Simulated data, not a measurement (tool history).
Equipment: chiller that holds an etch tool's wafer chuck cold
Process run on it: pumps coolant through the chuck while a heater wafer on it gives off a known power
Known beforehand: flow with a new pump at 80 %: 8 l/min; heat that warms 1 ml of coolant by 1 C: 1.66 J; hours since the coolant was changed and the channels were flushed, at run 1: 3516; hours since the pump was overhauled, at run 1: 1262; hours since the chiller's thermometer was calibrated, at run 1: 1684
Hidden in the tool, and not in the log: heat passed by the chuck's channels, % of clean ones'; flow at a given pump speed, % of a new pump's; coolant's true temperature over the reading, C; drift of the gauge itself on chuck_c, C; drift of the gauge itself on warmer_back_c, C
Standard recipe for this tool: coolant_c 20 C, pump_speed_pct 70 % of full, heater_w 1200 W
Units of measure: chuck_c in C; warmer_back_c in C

run	hour	coolant_c	pump_speed_pct	heater_w	hours since the coolant was changed and the channels were flushed	hours since the pump was overhauled	hours since the chiller's thermometer was calibrated	chuck_c	warmer_back_c
1	0.0	20	70	1200	3516	1262	1684	30.3	6.29
2	82.9	14	70	1200	3598	1345	1767	24.4	6.34
3	152.9	14	70	1200	3668	1415	1837	24.2	6.30
4	253.0	20	70	1200	3769	1515	1937	30.4	6.35
5	301.2	25	70	1200	3817	1563	1986	35.2	6.29
6	344.1	25	70	1200	3860	1606	2029	35.4	6.38
7	398.7	25	70	1200	3914	1661	2083	35.3	6.36
8	482.5	25	70	1200	3998	1744	2167	35.5	6.40
9	534.1	25	97	1200	4050	1796	2219	32.8	4.43
10	611.4	20	70	1200	4127	1873	2296	30.4	6.33
11	701.9	20	70	1200	4217	1964	2386	30.5	6.42
12	781.4	20	70	1028	4297	2043	2466	28.9	5.54
13	885.9	20	70	1028	4401	2148	2570	29.0	5.51
14	963.3	25	73	879	4479	2225	2648	32.3	4.50
15	1036.1	25	73	879	4552	2298	2721	32.4	4.53
16	1106.4	25	73	879	4622	2368	2791	32.2	4.58
17	1149.0	25	73	879	4665	2411	2833	32.2	4.53
18	1209.9	25	61	879	4725	2472	2894	33.6	5.53
19	1264.0	25	61	879	4780	2526	2948	33.6	5.52
20	1308.0	13	63	1059	4823	2570	2992	23.1	6.37
21	1361.6	28	98	730	4877	2623	3046	32.5	2.78
22	1460.2	20	70	1533	4976	2722	3145	33.4	8.18

What if the next run were any one of these 5? Each begins from the tool's condition after run 22:
A	1508.7	22	88	1312	5024	2771	3193	?	?
B	1508.7	19	70	1200	5024	2771	3193	?	?
C	1508.7	20	89	976	5024	2771	3193	?	?
D	1508.7	20	96	1269	5024	2771	3193	?	?
E	1508.7	13	65	1200	5024	2771	3193	?	?

run	chuck_c	warmer_back_c
A	31.4	5.51
B	29.2	6.44
C	26.8	4.08
D	28.1	4.84
E	24.0	6.98
With the hidden condition removed and each run's random variation left untouched, the same runs would have given:
run	chuck_c	warmer_back_c
A	31.4	5.37
B	29.2	6.29
C	26.8	3.94
D	28.1	4.69
E	24.0	6.83

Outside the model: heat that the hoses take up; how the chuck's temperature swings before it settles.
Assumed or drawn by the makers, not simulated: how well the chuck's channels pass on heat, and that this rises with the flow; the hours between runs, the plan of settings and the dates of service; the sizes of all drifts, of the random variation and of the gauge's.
